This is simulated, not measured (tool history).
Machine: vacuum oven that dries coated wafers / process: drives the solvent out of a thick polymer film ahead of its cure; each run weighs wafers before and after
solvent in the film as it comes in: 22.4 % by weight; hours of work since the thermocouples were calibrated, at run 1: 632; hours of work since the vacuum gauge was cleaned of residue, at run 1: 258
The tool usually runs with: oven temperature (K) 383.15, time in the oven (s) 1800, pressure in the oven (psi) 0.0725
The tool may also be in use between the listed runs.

run	hour	oven temperature (K)	time in the oven (s)	pressure in the oven (psi)	hours of work since the thermocouples were calibrated	hours of work since the vacuum gauge was cleaned of residue	solvent left in the film (%)
1	0.0	383.15	1800	0.0725	632	258	0.82
2	10.1	383.15	1800	0.0725	640	266	0.84
3	19.3	383.15	1800	0.0725	647	274	0.82
4	27.0	383.15	1800	0.0725	653	280	0.80
5	34.0	383.15	1800	0.0725	659	285	0.79
6	47.1	383.15	1800	0.0725	669	296	0.82
7	55.6	383.15	1800	0.0725	676	303	0.79
8	65.2	383.15	1800	0.0725	683	310	0.81
# hour 68.0: oven's thermocouples calibrated
9	77.4	383.15	1800	0.0725	7	318	0.99
10	86.9	383.15	1680	0.0725	15	326	1.16
11	94.8	383.15	1680	0.0725	21	332	1.15
12	100.6	383.15	1800	0.0725	26	337	0.97
13	113.2	383.15	1800	0.1843	36	347	1.19
14	122.2	383.15	1800	0.1843	43	354	1.20
15	133.7	383.15	1800	0.1843	52	363	1.19
16	142.3	380.15	1800	0.1326	59	370	1.59
# hour 144.8: vacuum gauge cleaned of residue and calibrated
17	150.5	380.15	1800	0.1326	64	5	1.59
18	162.7	374.15	1800	0.0725	74	14	2.93
19	171.5	374.15	1800	0.0725	81	21	2.93
20	178.5	374.15	1800	0.0725	86	27	2.93

What will run 21 give?
21	184.1	374.15	1800	0.0725	91	31	?

{"run 21": {"solvent left in the film (%)": 2.92}}
With the hidden condition absent and the run-to-run variation left alone, this run would have shown solvent left in the film (%) 2.96.
